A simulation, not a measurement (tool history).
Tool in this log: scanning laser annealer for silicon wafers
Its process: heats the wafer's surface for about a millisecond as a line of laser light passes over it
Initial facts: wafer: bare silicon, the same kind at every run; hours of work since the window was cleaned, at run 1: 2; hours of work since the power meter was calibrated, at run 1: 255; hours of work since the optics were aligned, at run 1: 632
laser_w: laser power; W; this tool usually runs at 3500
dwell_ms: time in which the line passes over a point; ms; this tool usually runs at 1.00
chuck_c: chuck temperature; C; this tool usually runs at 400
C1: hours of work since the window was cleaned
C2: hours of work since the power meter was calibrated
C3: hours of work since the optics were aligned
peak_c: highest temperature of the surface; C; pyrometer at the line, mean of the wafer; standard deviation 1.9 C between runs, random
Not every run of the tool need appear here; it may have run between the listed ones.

{"run": 1, "hour": 0.0, "laser_w": 3500, "dwell_ms": 1.0, "chuck_c": 400, "C1": 2, "C2": 255, "C3": 632, "peak_c": 1230}
{"run": 2, "hour": 12.4, "laser_w": 3500, "dwell_ms": 1.0, "chuck_c": 400, "C1": 9, "C2": 262, "C3": 639, "peak_c": 1228}
{"run": 3, "hour": 23.7, "laser_w": 3500, "dwell_ms": 1.0, "chuck_c": 363, "C1": 15, "C2": 268, "C3": 645, "peak_c": 1190}
{"run": 4, "hour": 39.8, "laser_w": 3500, "dwell_ms": 1.0, "chuck_c": 363, "C1": 24, "C2": 276, "C3": 654, "peak_c": 1189}
{"run": 5, "hour": 49.3, "laser_w": 3500, "dwell_ms": 1.0, "chuck_c": 400, "C1": 29, "C2": 281, "C3": 659, "peak_c": 1225}
{"run": 6, "hour": 62.5, "laser_w": 3500, "dwell_ms": 1.0, "chuck_c": 400, "C1": 36, "C2": 289, "C3": 666, "peak_c": 1226}
{"run": 7, "hour": 73.5, "laser_w": 3395, "dwell_ms": 1.0, "chuck_c": 416, "C1": 42, "C2": 294, "C3": 672, "peak_c": 1214}
{"run": 8, "hour": 84.5, "laser_w": 3793, "dwell_ms": 1.03, "chuck_c": 403, "C1": 48, "C2": 300, "C3": 678, "peak_c": 1318}
{"hour": 87.5, "done": "window over the wafer cleaned"}
{"run": 9, "hour": 97.3, "laser_w": 3273, "dwell_ms": 0.74, "chuck_c": 425, "C1": 5, "C2": 306, "C3": 683, "peak_c": 1080}
{"run": 10, "hour": 108.9, "laser_w": 3500, "dwell_ms": 0.83, "chuck_c": 406, "C1": 12, "C2": 312, "C3": 690, "peak_c": 1154}
{"run": 11, "hour": 125.3, "laser_w": 3500, "dwell_ms": 0.83, "chuck_c": 388, "C1": 20, "C2": 321, "C3": 699, "peak_c": 1135}
{"hour": 137.7, "done": "window over the wafer cleaned, once more"}
{"run": 12, "hour": 139.1, "laser_w": 3500, "dwell_ms": 1.0, "chuck_c": 401, "C1": 1, "C2": 328, "C3": 705, "peak_c": 1235}

Each run again, without the hidden state but with its own random variation kept:
The hidden state here: light that passes the window, % of a clean one's; laser's true power over the reading, %; width of the line over the set one, %; drift of the gauge itself on peak_c, C.
run=1 peak_c=1239
run=2 peak_c=1238
run=3 peak_c=1200
run=4 peak_c=1201
run=5 peak_c=1238
run=6 peak_c=1240
run=7 peak_c=1228
run=8 peak_c=1335
run=9 peak_c=1094
run=10 peak_c=1171
run=11 peak_c=1153
run=12 peak_c=1243
